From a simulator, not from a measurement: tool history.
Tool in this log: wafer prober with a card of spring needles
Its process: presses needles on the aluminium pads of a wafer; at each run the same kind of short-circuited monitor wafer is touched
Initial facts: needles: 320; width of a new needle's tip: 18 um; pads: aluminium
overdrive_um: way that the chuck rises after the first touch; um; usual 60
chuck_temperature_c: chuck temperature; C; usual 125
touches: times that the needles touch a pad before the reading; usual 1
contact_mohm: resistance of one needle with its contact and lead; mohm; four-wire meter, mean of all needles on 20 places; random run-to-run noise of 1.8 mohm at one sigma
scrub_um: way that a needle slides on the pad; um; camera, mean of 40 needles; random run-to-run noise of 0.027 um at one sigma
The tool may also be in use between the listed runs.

run 1 hour=0.0 | overdrive_um=60 chuck_temperature_c=125 touches=1 | contact_mohm=187 scrub_um=7.95
-- hour=7.0 tips cleaned on abrasive film
-- hour=15.6 tips cleaned on abrasive film
-- hour=22.6 tips cleaned on abrasive film
-- hour=31.2 tips cleaned on abrasive film
run 2 hour=35.6 | overdrive_um=60 chuck_temperature_c=125 touches=1 | contact_mohm=190 scrub_um=8.02
-- hour=39.1 tips cleaned on abrasive film
-- hour=47.8 tips cleaned on abrasive film
-- hour=56.4 tips cleaned on abrasive film
-- hour=63.4 tips cleaned on abrasive film
-- hour=72.1 tips cleaned on abrasive film
run 3 hour=76.2 | overdrive_um=60 chuck_temperature_c=125 touches=1 | contact_mohm=187 scrub_um=8.06
-- hour=79.7 tips cleaned on abrasive film
-- hour=86.7 tips cleaned on abrasive film
-- hour=95.3 tips cleaned on abrasive film
run 4 hour=101.6 | overdrive_um=60 chuck_temperature_c=125 touches=1 | contact_mohm=190 scrub_um=8.00
-- hour=103.4 tips cleaned on abrasive film
-- hour=110.4 tips cleaned on abrasive film
-- hour=119.0 tips cleaned on abrasive film
-- hour=126.0 tips cleaned on abrasive film
-- hour=134.6 tips cleaned on abrasive film
-- hour=141.6 tips cleaned on abrasive film
run 5 hour=142.8 | overdrive_um=60 chuck_temperature_c=125 touches=3 | contact_mohm=191 scrub_um=8.02
-- hour=149.7 tips cleaned on abrasive film
-- hour=158.4 tips cleaned on abrasive film
-- hour=167.0 tips cleaned on abrasive film
-- hour=174.0 tips cleaned on abrasive film
-- hour=182.6 tips cleaned on abrasive film
-- hour=189.6 tips cleaned on abrasive film
run 6 hour=195.1 | overdrive_um=46 chuck_temperature_c=40 touches=2 | contact_mohm=181 scrub_um=6.15
-- hour=196.9 tips cleaned on abrasive film
-- hour=205.6 tips cleaned on abrasive film
-- hour=214.3 tips cleaned on abrasive film
-- hour=222.9 tips cleaned on abrasive film
run 7 hour=229.5 | overdrive_um=46 chuck_temperature_c=74 touches=2 | contact_mohm=191 scrub_um=6.12
-- hour=231.4 tips cleaned on abrasive film
-- hour=238.5 height of the first contact set anew
-- hour=240.3 tips cleaned on abrasive film
-- hour=249.0 tips cleaned on abrasive film
-- hour=257.6 tips cleaned on abrasive film
-- hour=264.6 tips cleaned on abrasive film
-- hour=273.3 tips cleaned on abrasive film
run 8 hour=276.2 | overdrive_um=49 chuck_temperature_c=62 touches=1 | contact_mohm=187 scrub_um=6.54
-- hour=281.4 tips cleaned on abrasive film
-- hour=290.1 tips cleaned on abrasive film
-- hour=298.7 tips cleaned on abrasive film
run 9 hour=301.3 | overdrive_um=78 chuck_temperature_c=86 touches=1 | contact_mohm=170 scrub_um=10.48
-- hour=306.5 tips cleaned on abrasive film
-- hour=313.5 tips cleaned on abrasive film
-- hour=322.1 tips cleaned on abrasive film
-- hour=329.1 tips cleaned on abrasive film
-- hour=336.1 tips cleaned on abrasive film
run 10 hour=340.9 | overdrive_um=67 chuck_temperature_c=86 touches=1 | contact_mohm=178 scrub_um=8.93

Consider 5 possible next runs. They are alternatives, not a sequence: every one starts from the tool as it was left by run 10. What does each give?
-- hour=344.4 tips cleaned on abrasive film
-- hour=353.1 tips cleaned on abrasive film
-- hour=361.7 tips cleaned on abrasive film
-- hour=370.4 tips cleaned on abrasive film
run A hour=377.1 | overdrive_um=60 chuck_temperature_c=125 touches=3 | contact_mohm=? scrub_um=?
-- hour=344.4 tips cleaned on abrasive film
-- hour=353.1 tips cleaned on abrasive film
-- hour=361.7 tips cleaned on abrasive film
-- hour=370.4 tips cleaned on abrasive film
run B hour=377.1 | overdrive_um=67 chuck_temperature_c=86 touches=2 | contact_mohm=? scrub_um=?
-- hour=344.4 tips cleaned on abrasive film
-- hour=353.1 tips cleaned on abrasive film
-- hour=361.7 tips cleaned on abrasive film
-- hour=370.4 tips cleaned on abrasive film
run C hour=377.1 | overdrive_um=54 chuck_temperature_c=99 touches=1 | contact_mohm=? scrub_um=?
-- hour=344.4 tips cleaned on abrasive film
-- hour=353.1 tips cleaned on abrasive film
-- hour=361.7 tips cleaned on abrasive film
-- hour=370.4 tips cleaned on abrasive film
run D hour=377.1 | overdrive_um=67 chuck_temperature_c=51 touches=1 | contact_mohm=? scrub_um=?
-- hour=344.4 tips cleaned on abrasive film
-- hour=353.1 tips cleaned on abrasive film
-- hour=361.7 tips cleaned on abrasive film
-- hour=370.4 tips cleaned on abrasive film
run E hour=377.1 | overdrive_um=60 chuck_temperature_c=118 touches=1 | contact_mohm=? scrub_um=?

run=A contact_mohm=189 scrub_um=7.99
run=B contact_mohm=178 scrub_um=8.91
run=C contact_mohm=189 scrub_um=7.18
run=D contact_mohm=168 scrub_um=8.92
run=E contact_mohm=190 scrub_um=7.99
What these runs would have given with no unlogged condition in the tool:
run=A contact_mohm=189 scrub_um=7.99
run=B contact_mohm=178 scrub_um=8.91
run=C contact_mohm=188 scrub_um=7.18
run=D contact_mohm=168 scrub_um=8.92
run=E contact_mohm=190 scrub_um=7.99

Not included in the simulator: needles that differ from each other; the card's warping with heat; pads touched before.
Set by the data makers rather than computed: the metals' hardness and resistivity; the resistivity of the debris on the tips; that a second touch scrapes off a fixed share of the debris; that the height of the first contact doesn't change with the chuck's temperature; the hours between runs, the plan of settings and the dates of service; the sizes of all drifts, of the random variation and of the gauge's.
